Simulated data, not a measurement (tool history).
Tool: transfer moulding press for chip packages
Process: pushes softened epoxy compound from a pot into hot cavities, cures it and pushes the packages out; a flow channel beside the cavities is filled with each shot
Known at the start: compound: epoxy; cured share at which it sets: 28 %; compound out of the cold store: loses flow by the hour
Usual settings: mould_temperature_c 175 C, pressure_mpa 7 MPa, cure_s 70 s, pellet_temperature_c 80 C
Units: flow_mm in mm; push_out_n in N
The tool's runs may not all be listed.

run,day,mould_temperature_c,pressure_mpa,cure_s,pellet_temperature_c,incoming compound's hours out of the cold store,flow_mm,push_out_n
1,0,175,7,70,80,46.2,785,306
2,2.379,175,7,70,84,34.6,823,474
3,4.833,175,7,70,84,44.2,788,477
# day 5.138: cavities cleaned with cleaning compound and waxed
4,5.996,175,7,70,80,41.2,788,397
5,7.6,175,7,70,80,31.6,826,479
# day 10.104: cavities cleaned with cleaning compound and waxed
6,10.104,175,5.7,70,80,42.4,705,310
# day 10.417: plunger's sealing rings changed
7,12.1,173,5.7,70,80,33.7,786,534
8,14.117,173,5.7,70,80,12.6,847,608
# day 15.217: cavities cleaned with cleaning compound and waxed
9,15.517,173,5.7,70,80,21,815,428
10,17.583,173,5.7,70,80,40,743,535
11,19.988,175,6.16,70,80,8.6,870,537
# day 20.271: cavities cleaned with cleaning compound and waxed
12,21.904,175,7.87,70,80,21.1,918,464
13,24.171,175,7.87,70,80,44.4,834,515
# day 25.275: cavities cleaned with cleaning compound and waxed
14,26.796,175,7,70,80,26.7,851,454
15,29.375,182,6.44,107,76,8.1,826,368
# day 29.667: mould's thermocouples calibrated
# day 30.483: cavities cleaned with cleaning compound and waxed
16,31.1,182,6.44,107,72,24.3,780,274
# day 31.567: plunger's sealing rings changed
17,33.542,176,5.71,65,88,28,782,563
# day 34.633: mould's thermocouples calibrated, once more
18,35,176,5.71,65,88,21.4,808,485
# day 35.692: cavities cleaned with cleaning compound and waxed
19,37.45,176,5.71,65,74,27.5,767,447
20,39.8,176,7,70,84,27.9,857,442
# day 40.75: cavities cleaned with cleaning compound and waxed
21,41.829,176,7,70,84,29.5,830,374
22,43.092,176,7,70,84,44.8,786,409
23,45.129,175,5.94,70,80,38.1,746,458
# day 45.704: cavities cleaned with cleaning compound and waxed
24,46.892,175,5.94,65,78,21.3,773,456
25,48.104,175,5.94,65,78,32.5,754,511
26,50.329,175,5.94,65,78,42.8,712,512
# day 50.638: cavities cleaned with cleaning compound and waxed
# day 52.671: plunger's sealing rings changed
27,52.942,179,7,72,71,40.5,816,377

The same runs without the tool's hidden state, with the same run-to-run variation:
The hidden state here: true mould temperature over the reading, C; pressure that reaches the compound, % of what is set; grip of the stained cavities, % over clean ones'; drift of the gauge itself on flow_mm, %; drift of the gauge itself on push_out_n, %.
run,flow_mm,push_out_n
1,802,277
2,846,283
3,815,265
4,817,281
5,860,283
6,739,284
7,784,326
8,850,334
9,820,334
10,752,307
11,887,289
12,940,285
13,859,290
14,882,284
15,863,226
16,817,222
17,776,306
18,816,299
19,779,307
20,875,270
21,852,279
22,809,269
23,771,276
24,803,330
25,786,328
26,746,304
27,815,246
